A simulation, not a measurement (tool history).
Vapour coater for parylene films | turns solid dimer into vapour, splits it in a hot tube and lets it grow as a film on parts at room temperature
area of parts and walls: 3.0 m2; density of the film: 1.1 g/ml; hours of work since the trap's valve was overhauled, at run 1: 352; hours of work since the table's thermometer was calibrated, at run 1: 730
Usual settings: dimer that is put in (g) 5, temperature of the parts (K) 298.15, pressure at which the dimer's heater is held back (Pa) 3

run   hour  dimer that is put in (g)  temperature of the parts (K)  pressure at which the dimer's heater is held back (Pa)  hours of work since the trap's valve was overhauled  hours of work since the table's thermometer was calibrated  thickness of the film (um)
  1      0                         5                        298.15                                                       3                                                  352                                                         730                        1.26
  2   54.5                         5                        298.15                                                       3                                                  393                                                         771                        1.24
  3   93.4                         5                        298.15                                                       3                                                  423                                                         801                        1.21
  4  127.1                         5                        298.15                                                       3                                                  449                                                         827                        1.28
  5  170.4                         5                        298.15                                                       3                                                  482                                                         860                        1.25
  6  200.4                         5                        298.15                                                       3                                                  505                                                         883                        1.23
  7  253.9                         5                        298.15                                                       3                                                  546                                                         924                        1.25
  8  321.4                         5                        294.15                                                    2.03                                                  597                                                         975                        1.47
  9  383.3                         3                        298.15                                                    4.47                                                  644                                                        1022                        0.63
 10    413                         3                        298.15                                                    4.47                                                  667                                                        1045                         0.7
 11    448                         3                        298.15                                                    4.47                                                  694                                                        1072                         0.7
     456.6  -- trap's valve overhauled
 12  520.7                         3                        298.15                                                    4.47                                                   49                                                        1124                        0.69
 13  564.8                         4                        306.15                                                    9.65                                                   83                                                        1158                        0.69

Forecast each of these 5 alternatives for the next run:
  A  606.7                         3                        298.15                                                    9.55                                                  115                                                        1190                           ?
  B  606.7                         8                        306.15                                                    9.85                                                  115                                                        1190                           ?
  C  606.7                         6                        299.15                                                     3.9                                                  115                                                        1190                           ?
  D  606.7                         8                        306.15                                                    9.65                                                  115                                                        1190                           ?
  E  606.7                         5                        298.15                                                    3.43                                                  115                                                        1190                           ?

run  thickness of the film (um)
  A                        0.56
  B                        1.34
  C                        1.36
  D                        1.33
  E                        1.19
Without the tool's hidden state the same runs would have given:
run  thickness of the film (um)
  A                        0.57
  B                        1.34
  C                        1.36
  D                        1.33
  E                        1.19
